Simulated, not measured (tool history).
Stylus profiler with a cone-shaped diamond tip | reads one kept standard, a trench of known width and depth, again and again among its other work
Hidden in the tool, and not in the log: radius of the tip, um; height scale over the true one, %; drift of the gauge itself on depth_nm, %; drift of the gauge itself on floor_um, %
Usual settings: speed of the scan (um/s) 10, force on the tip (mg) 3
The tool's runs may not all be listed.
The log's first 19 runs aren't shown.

| run | hour | speed of the scan (um/s) | force on the tip (mg) | scans with this tip | hours of work since the height scale was calibrated | depth of the trench (nm) | width of the trench's floor (um) |
|---|---|---|---|---|---|---|---|
| 20 | 995.1 | 3 | 3 | 13253 | 1298 | 1015.54 | 13.98 |
|  | 999.4 | height scale calibrated on a step standard |
| 21 | 1076.6 | 10 | 3 | 13656 | 38 | 1015.69 | 13.91 |
| 22 | 1148.8 | 10 | 3 | 14015 | 73 | 1015.33 | 13.93 |
| 23 | 1189.4 | 19 | 1.84 | 14216 | 93 | 1011.34 | 13.84 |
| 24 | 1269.3 | 19 | 2.26 | 14614 | 131 | 1012.72 | 13.89 |
| 25 | 1308.8 | 11 | 4.69 | 14810 | 151 | 1020.71 | 13.93 |
| 26 | 1366.5 | 3 | 5.74 | 15097 | 179 | 1023.89 | 14 |
| 27 | 1412 | 14 | 1.52 | 15323 | 201 | 1009.44 | 13.86 |
| 28 | 1486.8 | 14 | 1.52 | 15695 | 237 | 1010.11 | 13.84 |
| 29 | 1555.5 | 14 | 1.52 | 16036 | 271 | 1009.99 | 13.89 |
| 30 | 1593.5 | 14 | 1.52 | 16225 | 289 | 1009.77 | 13.87 |
| 31 | 1644 | 24 | 4.67 | 16476 | 314 | 1020.69 | 13.87 |
| 32 | 1728 | 7 | 3.56 | 16894 | 355 | 1016.81 | 13.98 |
| 33 | 1803.2 | 3 | 3.56 | 17268 | 391 | 1017.06 | 13.99 |
| 34 | 1857.5 | 29 | 2.01 | 17538 | 418 | 1011.7 | 13.75 |
| 35 | 1941.2 | 29 | 2.01 | 17954 | 459 | 1011.76 | 13.79 |
| 36 | 1987.4 | 18 | 4.97 | 18183 | 481 | 1021.6 | 13.93 |
| 37 | 2031.9 | 18 | 4.97 | 18405 | 503 | 1021.51 | 13.87 |
| 38 | 2107.3 | 18 | 4.97 | 18779 | 539 | 1021.82 | 13.86 |
| 39 | 2153.7 | 8 | 7.32 | 19010 | 562 | 1028.25 | 13.94 |
| 40 | 2221.9 | 3 | 1.15 | 19349 | 595 | 1008.07 | 14 |
| 41 | 2297.5 | 4 | 1.3 | 19725 | 632 | 1008.52 | 13.94 |
| 42 | 2368.1 | 14 | 1.33 | 20076 | 666 | 1009.49 | 13.86 |
| 43 | 2449.9 | 6 | 1.45 | 20482 | 706 | 1009.47 | 13.92 |

5 ways to go on from here, each from the tool as it stands after run 43. What would each give?
| A | 2507.3 | 6 | 8.35 | 20768 | 734 | ? | ? |
| B | 2507.3 | 11 | 3 | 20768 | 734 | ? | ? |
| C | 2507.3 | 14 | 2.28 | 20768 | 734 | ? | ? |
| D | 2507.3 | 40 | 3.23 | 20768 | 734 | ? | ? |
| E | 2507.3 | 10 | 3 | 20768 | 734 | ? | ? |

| run | depth of the trench (nm) | width of the trench's floor (um) |
|---|---|---|
| A | 1030.46 | 14 |
| B | 1015.34 | 13.95 |
| C | 1012.74 | 13.89 |
| D | 1016.48 | 13.76 |
| E | 1015.4 | 13.88 |
Without the tool's hidden state the same runs would have given:
| run | depth of the trench (nm) | width of the trench's floor (um) |
|---|---|---|
| A | 1030.43 | 14.01 |
| B | 1015.31 | 13.97 |
| C | 1012.72 | 13.91 |
| D | 1016.46 | 13.77 |
| E | 1015.37 | 13.9 |

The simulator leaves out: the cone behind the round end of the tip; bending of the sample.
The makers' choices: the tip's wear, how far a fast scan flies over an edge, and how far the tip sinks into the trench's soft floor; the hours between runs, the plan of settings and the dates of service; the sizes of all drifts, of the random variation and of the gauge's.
